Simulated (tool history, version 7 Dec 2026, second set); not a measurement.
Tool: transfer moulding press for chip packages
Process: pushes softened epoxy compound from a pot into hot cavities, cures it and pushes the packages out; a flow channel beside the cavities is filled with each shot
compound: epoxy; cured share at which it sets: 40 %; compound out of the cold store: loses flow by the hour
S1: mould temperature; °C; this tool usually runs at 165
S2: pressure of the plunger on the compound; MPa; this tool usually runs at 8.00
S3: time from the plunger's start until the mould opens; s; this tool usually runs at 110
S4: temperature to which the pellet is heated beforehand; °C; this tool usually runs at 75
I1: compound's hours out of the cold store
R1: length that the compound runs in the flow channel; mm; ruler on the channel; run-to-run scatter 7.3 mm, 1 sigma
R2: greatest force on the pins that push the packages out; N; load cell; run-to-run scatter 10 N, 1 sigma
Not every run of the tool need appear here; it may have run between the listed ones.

| run | day | S1 | S2 | S3 | S4 | I1 | R1 | R2 |
|---|---|---|---|---|---|---|---|---|
| 1 | 0.000 | 165 | 8.00 | 110 | 75 | 10.2 | 960 | 492 |
|  | 1.062 | cavities cleaned with cleaning compound and waxed |
| 2 | 1.062 | 165 | 8.00 | 110 | 75 | 47.6 | 790 | 481 |
| 3 | 2.179 | 165 | 8.00 | 110 | 75 | 23.1 | 887 | 479 |
|  | 3.112 | plunger's sealing rings changed |
| 4 | 3.208 | 165 | 8.00 | 110 | 75 | 46.9 | 787 | 487 |
|  | 3.512 | cavities cleaned with cleaning compound and waxed |
| 5 | 4.642 | 165 | 8.00 | 110 | 75 | 42.3 | 807 | 481 |
|  | 5.900 | cavities cleaned with cleaning compound and waxed |
| 6 | 6.521 | 165 | 8.00 | 110 | 75 | 13.3 | 945 | 491 |
| 7 | 8.038 | 165 | 8.59 | 110 | 75 | 44.2 | 836 | 469 |
|  | 8.267 | cavities cleaned with cleaning compound and waxed |
| 8 | 9.600 | 165 | 8.59 | 110 | 75 | 42.2 | 830 | 472 |
|  | 10.612 | cavities cleaned with cleaning compound and waxed |
| 9 | 11.417 | 165 | 8.59 | 110 | 75 | 29.6 | 890 | 478 |
|  | 12.904 | cavities cleaned with cleaning compound and waxed |
| 10 | 13.388 | 157 | 8.00 | 110 | 75 | 40.9 | 835 | 663 |
| 11 | 14.904 | 165 | 8.00 | 110 | 75 | 47.7 | 793 | 487 |
|  | 15.200 | cavities cleaned with cleaning compound and waxed |
| 12 | 16.383 | 165 | 8.00 | 110 | 75 | 27.5 | 865 | 489 |
|  | 17.521 | cavities cleaned with cleaning compound and waxed |
| 13 | 18.017 | 165 | 8.00 | 139 | 75 | 38.9 | 825 | 443 |
| 14 | 18.854 | 165 | 8.00 | 110 | 75 | 10.8 | 960 | 486 |
|  | 19.883 | cavities cleaned with cleaning compound and waxed |
| 15 | 20.721 | 165 | 8.00 | 110 | 75 | 15.5 | 937 | 475 |
|  | 21.729 | plunger's sealing rings changed |
|  | 22.304 | cavities cleaned with cleaning compound and waxed |
| 16 | 22.717 | 165 | 8.00 | 110 | 75 | 18.6 | 916 | 488 |
| 17 | 23.746 | 160 | 7.51 | 97 | 73 | 10.8 | 941 | 801 |
|  | 24.600 | cavities cleaned with cleaning compound and waxed |
|  | 25.229 | mould's thermocouples calibrated |
| 18 | 25.229 | 165 | 8.00 | 91 | 76 | 42.4 | 808 | 589 |
|  | 26.962 | cavities cleaned with cleaning compound and waxed |
| 19 | 26.962 | 160 | 8.00 | 91 | 70 | 18.2 | 926 | 871 |
| 20 | 28.925 | 165 | 8.00 | 129 | 75 | 29.3 | 856 | 462 |
|  | 29.283 | cavities cleaned with cleaning compound and waxed |
| 21 | 30.517 | 169 | 8.00 | 129 | 77 | 36.7 | 808 | 444 |
|  | 31.592 | cavities cleaned with cleaning compound and waxed |
| 22 | 31.654 | 169 | 9.90 | 129 | 77 | 34.3 | 920 | 435 |
| 23 | 32.512 | 157 | 6.93 | 148 | 75 | 31.6 | 825 | 469 |
|  | 33.883 | cavities cleaned with cleaning compound and waxed |
| 24 | 34.238 | 159 | 8.00 | 110 | 74 | 47.6 | 819 | 589 |
| 25 | 35.233 | 165 | 8.20 | 110 | 79 | 47.8 | 797 | 485 |
|  | 36.279 | cavities cleaned with cleaning compound and waxed |
| 26 | 36.512 | 160 | 8.00 | 110 | 75 | 10.4 | 989 | 619 |
| 27 | 37.354 | 160 | 8.00 | 110 | 75 | 10.0 | 973 | 639 |
|  | 38.625 | cavities cleaned with cleaning compound and waxed |
| 28 | 38.962 | 164 | 8.00 | 110 | 74 | 29.6 | 873 | 507 |

Alternative continuations, all from the tool just after run 28; predict every row:
|  | 40.371 | plunger's sealing rings changed |
|  | 41.083 | cavities cleaned with cleaning compound and waxed |
| A | 41.083 | 165 | 8.00 | 110 | 79 | 12.5 | ? | ? |
|  | 40.371 | plunger's sealing rings changed |
|  | 41.083 | cavities cleaned with cleaning compound and waxed |
| B | 41.083 | 172 | 8.00 | 110 | 79 | 30.5 | ? | ? |
|  | 40.371 | plunger's sealing rings changed |
|  | 41.083 | cavities cleaned with cleaning compound and waxed |
| C | 41.083 | 164 | 6.42 | 132 | 74 | 25.7 | ? | ? |

| run | R1 | R2 |
|---|---|---|
| A | 934 | 487 |
| B | 837 | 445 |
| C | 771 | 433 |
Had the tool no hidden state, the same runs would have come out as:
| run | R1 | R2 |
|---|---|---|
| A | 934 | 487 |
| B | 837 | 445 |
| C | 772 | 432 |

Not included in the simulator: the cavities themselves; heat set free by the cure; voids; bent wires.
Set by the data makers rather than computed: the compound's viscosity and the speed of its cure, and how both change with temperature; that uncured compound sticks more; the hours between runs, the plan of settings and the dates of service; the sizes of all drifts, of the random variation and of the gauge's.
